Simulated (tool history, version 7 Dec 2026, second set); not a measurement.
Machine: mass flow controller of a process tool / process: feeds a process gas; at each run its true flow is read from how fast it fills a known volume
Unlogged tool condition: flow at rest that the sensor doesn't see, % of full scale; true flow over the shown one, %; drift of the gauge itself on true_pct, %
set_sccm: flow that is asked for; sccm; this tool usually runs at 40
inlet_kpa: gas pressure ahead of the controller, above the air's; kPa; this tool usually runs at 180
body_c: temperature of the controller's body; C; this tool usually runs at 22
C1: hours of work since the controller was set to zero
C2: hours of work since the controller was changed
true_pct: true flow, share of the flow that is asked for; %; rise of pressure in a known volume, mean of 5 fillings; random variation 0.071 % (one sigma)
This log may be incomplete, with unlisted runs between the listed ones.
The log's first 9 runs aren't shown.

Run 10, day 95.9: usual settings but body_c 28 C; C1 4907; C2 4907. Result: true_pct 99.99 %.
Run 11, day 101.917: usual settings but body_c 28 C; C1 4973; C2 4973. Result: true_pct 100 %.
Run 12, day 108.708: usual settings but body_c 28 C; C1 5047; C2 5047. Result: true_pct 100.02 %.
Run 13, day 122.2: usual settings but body_c 28 C; C1 5196; C2 5196. Result: true_pct 99.92 %.
At day 129.096: controller exchanged for a calibrated one.
Run 14, day 129.096: usual settings but body_c 28 C; C1 0; C2 0. Result: true_pct 99.95 %.
Run 15, day 142.358: usual settings but body_c 28 C; C1 146; C2 146. Result: true_pct 99.9 %.
Run 16, day 153.875: usual settings but inlet_kpa 230 kPa; C1 272; C2 272. Result: true_pct 99.38 %.
Run 17, day 166.446: usual settings but inlet_kpa 230 kPa; C1 410; C2 410. Result: true_pct 99.37 %.
Run 18, day 176.05: usual settings but set_sccm 18 sccm, inlet_kpa 144 kPa; C1 515; C2 515. Result: true_pct 99.94 %.
Run 19, day 187.796: usual settings but set_sccm 35 sccm, inlet_kpa 211 kPa, body_c 25 C; C1 644; C2 644. Result: true_pct 99.66 %.
Run 20, day 196.167: usual settings but set_sccm 35 sccm, inlet_kpa 211 kPa, body_c 25 C; C1 736; C2 736. Result: true_pct 99.75 %.
Run 21, day 206.142: usual settings but set_sccm 35 sccm, inlet_kpa 211 kPa, body_c 25 C; C1 846; C2 846. Result: true_pct 99.46 %.
Run 22, day 220.542: usual settings but set_sccm 35 sccm, inlet_kpa 211 kPa, body_c 25 C; C1 1004; C2 1004. Result: true_pct 99.54 %.
Run 23, day 228.392: usual settings but set_sccm 35 sccm, inlet_kpa 211 kPa, body_c 25 C; C1 1090; C2 1090. Result: true_pct 99.6 %.
Run 24, day 241.346: usual settings but set_sccm 43 sccm; C1 1232; C2 1232. Result: true_pct 99.6 %.
Run 25, day 249.817: usual settings but set_sccm 43 sccm; C1 1325; C2 1325. Result: true_pct 99.82 %.
Run 26, day 257.35: usual settings but set_sccm 31 sccm, body_c 29 C; C1 1408; C2 1408. Result: true_pct 100.04 %.
Run 27, day 266.917: usual settings but set_sccm 31 sccm, body_c 29 C; C1 1513; C2 1513. Result: true_pct 99.99 %.
Run 28, day 280.475: usual settings but body_c 29 C; C1 1661; C2 1661. Result: true_pct 99.91 %.
Run 29, day 290.533: usual settings but set_sccm 33 sccm, inlet_kpa 234 kPa, body_c 29 C; C1 1772; C2 1772. Result: true_pct 99.52 %.
Run 30, day 304.167: usual settings but set_sccm 60 sccm, inlet_kpa 231 kPa; C1 1921; C2 1921. Result: true_pct 99.6 %.
Run 31, day 317.558: usual settings but inlet_kpa 262 kPa; C1 2068; C2 2068. Result: true_pct 99.29 %.

Consider 5 possible next runs. They are alternatives, not a sequence: every one starts from the tool as it was left by run 31. What does each give?
Run A, day 327.117: usual settings but set_sccm 23 sccm; C1 2173; C2 2173. Result: true_pct ?.
Run B, day 327.117: usual settings but set_sccm 15 sccm, inlet_kpa 159 kPa, body_c 20 C; C1 2173; C2 2173. Result: true_pct ?.
Run C, day 327.117: usual settings but set_sccm 78 sccm, inlet_kpa 228 kPa, body_c 23 C; C1 2173; C2 2173. Result: true_pct ?.
Run D, day 327.117: usual settings but set_sccm 84 sccm, inlet_kpa 262 kPa; C1 2173; C2 2173. Result: true_pct ?.
Run E, day 327.117: usual settings but set_sccm 59 sccm, inlet_kpa 218 kPa, body_c 40 C; C1 2173; C2 2173. Result: true_pct ?.

run  true_pct
  A     99.59
  B     99.76
  C     99.69
  D     99.39
  E    100.43
Take away the tool's hidden state, keep each run's random variation, and the runs would have read:
run  true_pct
  A     99.58
  B     99.75
  C     99.68
  D     99.38
  E    100.42
